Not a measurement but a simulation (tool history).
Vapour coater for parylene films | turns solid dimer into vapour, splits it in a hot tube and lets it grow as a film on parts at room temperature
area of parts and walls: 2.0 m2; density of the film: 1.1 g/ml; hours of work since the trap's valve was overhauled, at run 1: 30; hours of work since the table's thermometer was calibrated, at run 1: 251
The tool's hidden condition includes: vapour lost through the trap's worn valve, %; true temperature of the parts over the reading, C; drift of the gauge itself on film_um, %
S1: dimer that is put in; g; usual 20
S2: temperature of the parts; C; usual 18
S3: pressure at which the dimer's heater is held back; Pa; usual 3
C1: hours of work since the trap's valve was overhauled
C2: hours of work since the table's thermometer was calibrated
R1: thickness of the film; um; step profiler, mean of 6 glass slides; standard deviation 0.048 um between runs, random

| run | hour | S1 | S2 | S3 | C1 | C2 | R1 |
|---|---|---|---|---|---|---|---|
| 1 | 0 | 20 | 18 | 3 | 30 | 251 | 6.38 |
| 2 | 58.6 | 20 | 21 | 3 | 77 | 299 | 6.03 |
| 3 | 112.9 | 20 | 10 | 3 | 122 | 343 | 7.26 |
| 4 | 162.9 | 20 | 10 | 3 | 162 | 384 | 7.26 |
| 5 | 218.2 | 12 | 18 | 3 | 207 | 429 | 3.84 |
| 6 | 266.5 | 20 | 18 | 3 | 246 | 468 | 6.44 |
|  | 316.1 | trap's valve overhauled |
| 7 | 316.1 | 20 | 18 | 3 | 0 | 505 | 6.42 |
| 8 | 367.5 | 20 | 18 | 3 | 42 | 547 | 6.42 |
| 9 | 392.5 | 20 | 18 | 3 | 62 | 567 | 6.41 |
| 10 | 443.9 | 20 | 18 | 3 | 104 | 609 | 6.43 |
| 11 | 485.7 | 20 | 18 | 3 | 138 | 643 | 6.42 |
| 12 | 519 | 20 | 18 | 3 | 165 | 670 | 6.38 |
| 13 | 544.9 | 20 | 18 | 3 | 186 | 691 | 6.44 |
| 14 | 597.1 | 20 | 18 | 8.73 | 228 | 734 | 5.09 |
| 15 | 646.6 | 20 | 18 | 3 | 269 | 774 | 6.47 |
|  | 668.9 | trap's valve overhauled |
| 16 | 709.5 | 20 | 18 | 3 | 33 | 822 | 6.41 |
| 17 | 753 | 20 | 18 | 3 | 68 | 857 | 6.36 |
| 18 | 799.7 | 20 | 18 | 2.33 | 106 | 895 | 6.79 |
| 19 | 830.3 | 20 | 18 | 2.33 | 131 | 920 | 6.77 |
| 20 | 854.3 | 20 | 18 | 2.33 | 151 | 940 | 6.72 |
| 21 | 899.1 | 20 | 18 | 2.33 | 187 | 976 | 6.72 |
| 22 | 927.5 | 20 | 18 | 2.33 | 210 | 999 | 6.82 |
| 23 | 986.7 | 20 | 13 | 3 | 258 | 1047 | 6.92 |
| 24 | 1016.1 | 24 | 13 | 2.59 | 282 | 1071 | 8.62 |
|  | 1023.3 | trap's valve overhauled |
| 25 | 1068.4 | 24 | 22 | 2.67 | 37 | 1110 | 7.42 |
| 26 | 1112.7 | 27 | 14 | 5.24 | 73 | 1146 | 8.17 |
| 27 | 1169.5 | 27 | 14 | 5.24 | 119 | 1193 | 8.12 |
| 28 | 1206.7 | 10 | 13 | 3 | 149 | 1223 | 3.46 |
| 29 | 1235.3 | 18 | 27 | 7.82 | 172 | 1246 | 4 |
| 30 | 1283.2 | 18 | 17 | 6.58 | 211 | 1285 | 5.01 |
| 31 | 1325.3 | 20 | 25 | 2.68 | 246 | 1319 | 5.79 |
|  | 1347.9 | table's thermometer calibrated |
|  | 1376.5 | trap's valve overhauled |
| 32 | 1376.5 | 33 | 27 | 2.23 | 0 | 20 | 9.8 |
| 33 | 1433.9 | 12 | 23 | 4.35 | 47 | 67 | 3.33 |
| 34 | 1464.5 | 12 | 13 | 2.22 | 72 | 92 | 4.41 |
| 35 | 1497.4 | 8 | 20 | 2.17 | 98 | 118 | 2.69 |
| 36 | 1544.9 | 30 | 18 | 3.67 | 137 | 157 | 9.19 |
| 37 | 1579.9 | 22 | 18 | 3 | 165 | 185 | 7.06 |
| 38 | 1631.1 | 22 | 18 | 3 | 207 | 227 | 7.02 |
| 39 | 1678.6 | 19 | 28 | 3.81 | 246 | 266 | 4.84 |
| 40 | 1711.8 | 19 | 28 | 3.81 | 273 | 293 | 4.98 |
|  | 1729 | trap's valve overhauled |
| 41 | 1751.5 | 15 | 18 | 3 | 18 | 322 | 4.8 |
| 42 | 1802.9 | 15 | 18 | 3 | 60 | 364 | 4.78 |
| 43 | 1827.8 | 11 | 18 | 5.76 | 80 | 384 | 3.13 |
| 44 | 1878.6 | 28 | 18 | 6.48 | 122 | 425 | 7.64 |
| 45 | 1915.5 | 10 | 18 | 10.13 | 152 | 455 | 2.47 |
| 46 | 1946 | 20 | 14 | 6.06 | 176 | 480 | 5.86 |

Across each entry between runs, compare the hidden state at the last listed run before it with the hidden state at the first listed run after it:
In the gap between runs 6 and 7: trap's valve overhauled (hour 316.1)
  vapour lost through the trap's worn valve, %: 0.2 -> 0
In the gap between runs 15 and 16: trap's valve overhauled (hour 668.9)
  vapour lost through the trap's worn valve, %: 0.2 -> 0
In the gap between runs 24 and 25: trap's valve overhauled (hour 1023.3)
  vapour lost through the trap's worn valve, %: 0.3 -> 0
In the gap between runs 31 and 32: table's thermometer calibrated (hour 1347.9); trap's valve overhauled (hour 1376.5)
  vapour lost through the trap's worn valve, %: 0.2 -> 0; true temperature of the parts over the reading, C: 0.03 -> 0
In the gap between runs 40 and 41: trap's valve overhauled (hour 1729)
  vapour lost through the trap's worn valve, %: 0.3 -> 0
